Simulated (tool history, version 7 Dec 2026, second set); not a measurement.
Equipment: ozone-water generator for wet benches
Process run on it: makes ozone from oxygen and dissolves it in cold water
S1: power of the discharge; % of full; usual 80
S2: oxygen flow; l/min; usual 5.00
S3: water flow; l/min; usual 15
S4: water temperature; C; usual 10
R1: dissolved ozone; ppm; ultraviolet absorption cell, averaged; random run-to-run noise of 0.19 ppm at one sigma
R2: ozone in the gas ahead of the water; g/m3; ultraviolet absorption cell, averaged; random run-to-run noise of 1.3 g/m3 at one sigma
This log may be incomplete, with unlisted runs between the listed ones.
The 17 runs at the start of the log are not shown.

run   hour  S1    S2  S3  S4    R1     R2
 18  356.6  80  5.00  15  10  23.5  227.1
 19  386.0  91  8.96  15  11  24.6  181.3
 20  408.9  78  5.00  15   5  25.1  223.2
 21  429.1  78  6.80  15   5  25.4  190.4
 22  456.6  80  5.00  15   9  23.8  224.3
 23  475.1  80  2.66  15  15  20.5  310.2
     482.1  -- contactor cleaned, once more
 24  502.9  80  2.66  15  15  22.1  307.9
 25  516.7  80  3.84  16  15  22.0  255.3
 26  532.0  80  5.00  16  10  24.2  223.1
 27  554.2  80  5.13  16  10  24.1  220.1
 28  574.1  46  4.89   9   7  27.3  164.0
 29  595.2  46  4.89   9  14  24.4  163.3
 30  625.3  46  4.89   9  14  24.1  163.1

Run 31 has not been measured yet. What should we expect?
 31  654.9  80  2.67  17  10   ?   ?

R1: 20.4 ppm
R2: 308.9 g/m3
On a tool with no hidden condition, and with the same random variation, this run would have come out at R1 21.6 ppm, R2 324.3 g/m3.
